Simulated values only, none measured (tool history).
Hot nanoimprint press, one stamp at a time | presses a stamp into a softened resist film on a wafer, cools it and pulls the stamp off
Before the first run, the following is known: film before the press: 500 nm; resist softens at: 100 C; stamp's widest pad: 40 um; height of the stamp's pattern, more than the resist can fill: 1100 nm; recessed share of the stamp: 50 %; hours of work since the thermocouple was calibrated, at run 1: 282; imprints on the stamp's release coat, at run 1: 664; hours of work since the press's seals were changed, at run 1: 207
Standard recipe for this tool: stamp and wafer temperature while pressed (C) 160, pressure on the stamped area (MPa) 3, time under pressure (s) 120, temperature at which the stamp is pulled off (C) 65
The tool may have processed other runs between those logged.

| run | hour | stamp and wafer temperature while pressed (C) | pressure on the stamped area (MPa) | time under pressure (s) | temperature at which the stamp is pulled off (C) | hours of work since the thermocouple was calibrated | imprints on the stamp's release coat | hours of work since the press's seals were changed | resist left under the stamp's widest pad (Å) | greatest force while the stamp is pulled off (N) |
|---|---|---|---|---|---|---|---|---|---|---|
| 1 | 0 | 160 | 3 | 120 | 65 | 282 | 664 | 207 | 2951 | 189 |
| 2 | 60.9 | 160 | 3 | 120 | 65 | 323 | 862 | 247 | 2929 | 197 |
| 3 | 97.3 | 160 | 3 | 120 | 65 | 347 | 979 | 272 | 2950 | 194 |
|  | 142.9 | stamp cleaned and given a new release coat |
| 4 | 154.8 | 160 | 3 | 120 | 65 | 382 | 38 | 306 | 2937 | 192 |
| 5 | 192.6 | 160 | 3 | 120 | 65 | 407 | 160 | 331 | 2962 | 190 |
| 6 | 231.6 | 160 | 3 | 120 | 65 | 433 | 287 | 358 | 2938 | 195 |
| 7 | 281.5 | 160 | 3 | 117 | 65 | 466 | 448 | 391 | 2944 | 200 |
| 8 | 338.6 | 160 | 3 | 117 | 65 | 504 | 633 | 429 | 2948 | 194 |
| 9 | 413.1 | 160 | 3 | 117 | 65 | 554 | 874 | 479 | 2959 | 192 |
|  | 429.1 | plate thermocouple calibrated |
| 10 | 454.9 | 160 | 3 | 120 | 65 | 17 | 1000 | 505 | 2956 | 187 |
|  | 493.8 | stamp cleaned and given a new release coat |
| 11 | 536.7 | 160 | 3 | 120 | 65 | 68 | 139 | 555 | 2908 | 189 |
| 12 | 592 | 160 | 3 | 120 | 65 | 105 | 318 | 592 | 2921 | 198 |
| 13 | 660.8 | 160 | 3 | 120 | 65 | 151 | 541 | 638 | 2927 | 190 |
|  | 695.6 | press's hydraulic seals changed and the load cell set to zero |
| 14 | 742.5 | 160 | 3 | 120 | 65 | 200 | 779 | 31 | 2928 | 189 |
| 15 | 816.7 | 160 | 3 | 120 | 65 | 250 | 1020 | 81 | 2956 | 194 |
|  | 851.1 | stamp cleaned and given a new release coat |
| 16 | 886.6 | 160 | 3 | 120 | 65 | 292 | 115 | 124 | 2920 | 190 |
| 17 | 935.9 | 160 | 3 | 70 | 67 | 325 | 274 | 157 | 3491 | 190 |
| 18 | 991.9 | 160 | 3 | 70 | 67 | 363 | 455 | 194 | 3411 | 182 |
| 19 | 1035.4 | 158 | 2.32 | 121 | 64 | 392 | 596 | 223 | 3470 | 195 |
| 20 | 1090.3 | 158 | 2.32 | 121 | 64 | 428 | 774 | 260 | 3477 | 201 |
| 21 | 1154.9 | 158 | 2.32 | 121 | 64 | 472 | 983 | 303 | 3491 | 201 |
|  | 1199.2 | stamp cleaned and given a new release coat |
| 22 | 1233.8 | 157 | 2.32 | 121 | 64 | 520 | 112 | 352 | 3648 | 197 |
| 23 | 1289.2 | 169 | 2.57 | 120 | 61 | 557 | 291 | 389 | 1836 | 214 |
|  | 1301.9 | plate thermocouple calibrated |
| 24 | 1326.5 | 162 | 1.87 | 104 | 65 | 16 | 403 | 412 | 3262 | 188 |
| 25 | 1403.7 | 162 | 1.87 | 104 | 65 | 68 | 652 | 463 | 3182 | 195 |
| 26 | 1440 | 160 | 3 | 105 | 54 | 92 | 770 | 487 | 3061 | 241 |
| 27 | 1472 | 166 | 3 | 139 | 53 | 114 | 874 | 509 | 1961 | 240 |
| 28 | 1541.1 | 166 | 3 | 139 | 53 | 160 | 1097 | 555 | 1962 | 236 |
|  | 1554 | stamp cleaned and given a new release coat |
| 29 | 1578.6 | 160 | 3 | 200 | 65 | 181 | 80 | 576 | 2447 | 194 |

4 options for the next run, each taken on its own from the tool as it stands now. Forecast them:
| A | 1641.9 | 160 | 1.89 | 120 | 52 | 223 | 285 | 618 | ? | ? |
| B | 1641.9 | 167 | 3.6 | 120 | 65 | 223 | 285 | 618 | ? | ? |
| C | 1641.9 | 149 | 2.2 | 136 | 65 | 223 | 285 | 618 | ? | ? |
| D | 1641.9 | 159 | 3 | 197 | 72 | 223 | 285 | 618 | ? | ? |

| run | resist left under the stamp's widest pad (Å) | greatest force while the stamp is pulled off (N) |
|---|---|---|
| A | 3385 | 245 |
| B | 1802 | 196 |
| C | 4539 | 200 |
| D | 2587 | 166 |
What these runs would have given with no unlogged condition in the tool:
| run | resist left under the stamp's widest pad (Å) | greatest force while the stamp is pulled off (N) |
|---|---|---|
| A | 3387 | 245 |
| B | 1803 | 196 |
| C | 4540 | 200 |
| D | 2589 | 165 |
